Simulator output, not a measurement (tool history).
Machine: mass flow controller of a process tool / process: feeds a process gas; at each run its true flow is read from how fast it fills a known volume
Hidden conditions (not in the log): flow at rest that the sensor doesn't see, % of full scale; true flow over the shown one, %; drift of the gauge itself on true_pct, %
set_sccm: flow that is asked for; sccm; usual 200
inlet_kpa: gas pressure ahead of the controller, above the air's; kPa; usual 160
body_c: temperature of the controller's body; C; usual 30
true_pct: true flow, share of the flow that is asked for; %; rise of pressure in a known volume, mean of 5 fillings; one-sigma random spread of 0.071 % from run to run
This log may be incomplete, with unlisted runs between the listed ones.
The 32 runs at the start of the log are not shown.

run	day	set_sccm	inlet_kpa	body_c	hours of work since the controller was set to zero	hours of work since the controller was changed	true_pct
33	105.375	251	160	30	200	3241	100.38
34	108.754	251	154	30	247	3288	100.58
35	112.5	216	260	21	299	3340	99.21
36	117.35	341	163	30	366	3407	100.68
37	120.6	341	163	30	411	3453	100.87
38	125.304	341	163	30	476	3518	100.82
39	127.442	93	224	30	506	3548	100.49
40	129.721	93	224	39	538	3579	100.96
41	132.5	183	264	30	576	3618	99.84
42	137.021	200	193	28	639	3681	100.36
43	140.629	200	193	28	689	3731	100.4
44	143.65	392	193	32	731	3773	100.88
45	146.683	392	193	32	773	3815	100.83
46	150.975	392	199	32	833	3874	100.94

Run 47, settings as shown, results not yet in. Your forecast:
47	152.992	392	199	32	861	3902	?

true_pct: 100.87 %
Were there no unlogged condition in the tool, this run, its random variation unchanged, would have produced true_pct 100.1 %.
